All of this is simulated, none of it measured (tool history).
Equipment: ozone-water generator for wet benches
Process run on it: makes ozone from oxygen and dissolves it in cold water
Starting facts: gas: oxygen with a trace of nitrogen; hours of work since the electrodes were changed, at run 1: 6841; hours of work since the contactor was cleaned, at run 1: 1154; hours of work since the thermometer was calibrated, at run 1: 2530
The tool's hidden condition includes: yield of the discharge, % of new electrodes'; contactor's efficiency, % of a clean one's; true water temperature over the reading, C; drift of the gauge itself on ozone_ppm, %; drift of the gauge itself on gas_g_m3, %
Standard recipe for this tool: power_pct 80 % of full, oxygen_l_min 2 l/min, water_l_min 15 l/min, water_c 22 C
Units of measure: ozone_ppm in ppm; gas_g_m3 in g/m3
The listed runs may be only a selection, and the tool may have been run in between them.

| run | hour | power_pct | oxygen_l_min | water_l_min | water_c | hours of work since the electrodes were changed | hours of work since the contactor was cleaned | hours of work since the thermometer was calibrated | ozone_ppm | gas_g_m3 |
|---|---|---|---|---|---|---|---|---|---|---|
| 1 | 0 | 80 | 2 | 15 | 22 | 6841 | 1154 | 2530 | 10.4 | 143.2 |
| 2 | 131.2 | 80 | 2 | 15 | 22 | 6972 | 1285 | 2661 | 10.4 | 143.2 |
| 3 | 322.2 | 80 | 1.05 | 15 | 22 | 7163 | 1476 | 2852 | 9.6 | 215.2 |
|  | 356.3 | water thermometer calibrated |
| 4 | 422.6 | 80 | 1.05 | 15 | 22 | 7262 | 1576 | 66 | 9.2 | 210.8 |
| 5 | 564.3 | 80 | 1.05 | 15 | 22 | 7404 | 1717 | 208 | 9.4 | 210.2 |
| 6 | 661.8 | 80 | 2 | 15 | 22 | 7501 | 1814 | 305 | 10.2 | 142.8 |
| 7 | 767.1 | 80 | 2 | 15 | 24 | 7606 | 1919 | 410 | 9.8 | 142.9 |
| 8 | 969 | 80 | 2 | 15 | 24 | 7808 | 2121 | 612 | 9.8 | 139.1 |
| 9 | 1149.7 | 80 | 2 | 15 | 22 | 7988 | 2301 | 792 | 9.9 | 140.1 |
|  | 1165.8 | contactor cleaned |
| 10 | 1309.2 | 55 | 2 | 15 | 22 | 8143 | 143 | 947 | 8.2 | 113.1 |
| 11 | 1502.7 | 80 | 3.24 | 15 | 22 | 8336 | 336 | 1140 | 9.7 | 101.9 |
| 12 | 1709.2 | 80 | 2 | 15 | 22 | 8542 | 542 | 1346 | 9.7 | 138.6 |
|  | 1731.9 | contactor cleaned, once more |
| 13 | 1913.1 | 80 | 2 | 15 | 22 | 8742 | 181 | 1546 | 10.1 | 138.1 |
| 14 | 2092.6 | 42 | 3.53 | 15 | 22 | 8921 | 360 | 1725 | 7 | 66.9 |
| 15 | 2218.5 | 42 | 3.53 | 15 | 22 | 9047 | 486 | 1850 | 7 | 67 |
| 16 | 2377.7 | 80 | 3.52 | 15 | 22 | 9206 | 645 | 2009 | 9.9 | 96.5 |
| 17 | 2500.8 | 70 | 2 | 15 | 14 | 9328 | 767 | 2132 | 9.9 | 127.7 |
| 18 | 2691.8 | 61 | 2 | 15 | 26 | 9519 | 958 | 2323 | 8.2 | 116.5 |
| 19 | 2809.9 | 61 | 2 | 15 | 26 | 9637 | 1076 | 2441 | 8.2 | 115.8 |
| 20 | 2981.1 | 61 | 2 | 15 | 26 | 9808 | 1247 | 2612 | 8 | 115.4 |
| 21 | 3191.8 | 69 | 2 | 20 | 26 | 10018 | 1457 | 2822 | 6.6 | 125 |
|  | 3250.3 | water thermometer calibrated |
| 22 | 3282.6 | 69 | 2 | 20 | 26 | 10108 | 1547 | 32 | 6.5 | 124.6 |
| 23 | 3465.5 | 58 | 1.07 | 12 | 28 | 10291 | 1730 | 215 | 9.1 | 165.2 |

Run 24 has not been measured yet. What should we expect?
| 24 | 3611.2 | 58 | 1.69 | 12 | 16 | 10436 | 1875 | 360 | ? | ? |

ozone_ppm: 10.4 ppm
gas_g_m3: 122.2 g/m3
Minus the tool's unlogged condition, the same run would have read ozone_ppm 12.5 ppm, gas_g_m3 144.5 g/m3.

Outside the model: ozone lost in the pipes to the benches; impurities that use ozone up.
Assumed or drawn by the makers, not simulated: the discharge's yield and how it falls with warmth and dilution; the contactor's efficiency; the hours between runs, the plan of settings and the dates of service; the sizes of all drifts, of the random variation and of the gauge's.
